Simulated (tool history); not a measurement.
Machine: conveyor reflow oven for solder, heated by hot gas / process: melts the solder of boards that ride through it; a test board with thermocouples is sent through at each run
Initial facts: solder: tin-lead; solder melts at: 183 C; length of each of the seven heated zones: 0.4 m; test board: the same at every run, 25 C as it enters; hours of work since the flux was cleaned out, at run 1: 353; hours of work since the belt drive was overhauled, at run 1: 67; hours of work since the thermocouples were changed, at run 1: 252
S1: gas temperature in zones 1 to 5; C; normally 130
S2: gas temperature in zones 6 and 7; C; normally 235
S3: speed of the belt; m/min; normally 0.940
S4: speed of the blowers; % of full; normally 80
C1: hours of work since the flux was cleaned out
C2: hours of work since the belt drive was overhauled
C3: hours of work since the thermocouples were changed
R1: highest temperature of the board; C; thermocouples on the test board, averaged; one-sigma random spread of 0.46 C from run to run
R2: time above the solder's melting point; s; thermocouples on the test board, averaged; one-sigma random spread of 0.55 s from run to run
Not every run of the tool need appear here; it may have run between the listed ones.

run,hour,S1,S2,S3,S4,C1,C2,C3,R1,R2
1,0.0,130,235,0.940,80,353,67,252,211.4,32.0
2,44.2,130,235,0.940,80,383,97,283,211.5,32.3
3,88.1,133,235,0.940,80,413,127,313,211.7,33.0
# hour 129.9: flux residue cleaned out of gas plates and filters
4,141.8,130,235,0.940,85,8,161,346,207.9,29.0
5,183.6,130,235,0.940,85,37,189,375,207.7,30.4
6,237.2,128,235,0.940,80,73,226,411,206.1,27.2
7,262.7,128,235,0.940,80,91,243,429,205.7,27.3
8,288.7,128,235,0.940,80,109,261,446,205.6,27.2
# hour 305.0: flux residue cleaned out of gas plates and filters, once more
9,347.7,130,226,1.017,80,29,298,483,204.2,25.3
10,376.4,130,239,1.094,80,49,318,503,211.8,28.2
11,409.1,130,235,0.859,80,71,340,525,216.7,39.5
12,434.0,130,235,0.859,80,88,357,542,215.9,39.8
13,456.5,129,235,0.766,83,104,373,558,220.3,47.1
14,503.8,119,235,0.940,80,136,405,590,211.2,29.9
15,539.3,119,235,0.940,80,160,429,614,210.5,30.4

Alternative continuations, all from the tool just after run 15; predict every row:
A,573.3,130,235,0.940,61,184,452,638,?,?
B,573.3,142,243,0.940,74,184,452,638,?,?
C,573.3,130,227,0.830,88,184,452,638,?,?

run,R1,R2
A,207.9,30.2
B,219.4,39.3
C,210.1,37.6
Had the tool no hidden state, the same runs would have come out as:
run,R1,R2
A,212.2,33.1
B,223.8,41.2
C,214.4,40.5

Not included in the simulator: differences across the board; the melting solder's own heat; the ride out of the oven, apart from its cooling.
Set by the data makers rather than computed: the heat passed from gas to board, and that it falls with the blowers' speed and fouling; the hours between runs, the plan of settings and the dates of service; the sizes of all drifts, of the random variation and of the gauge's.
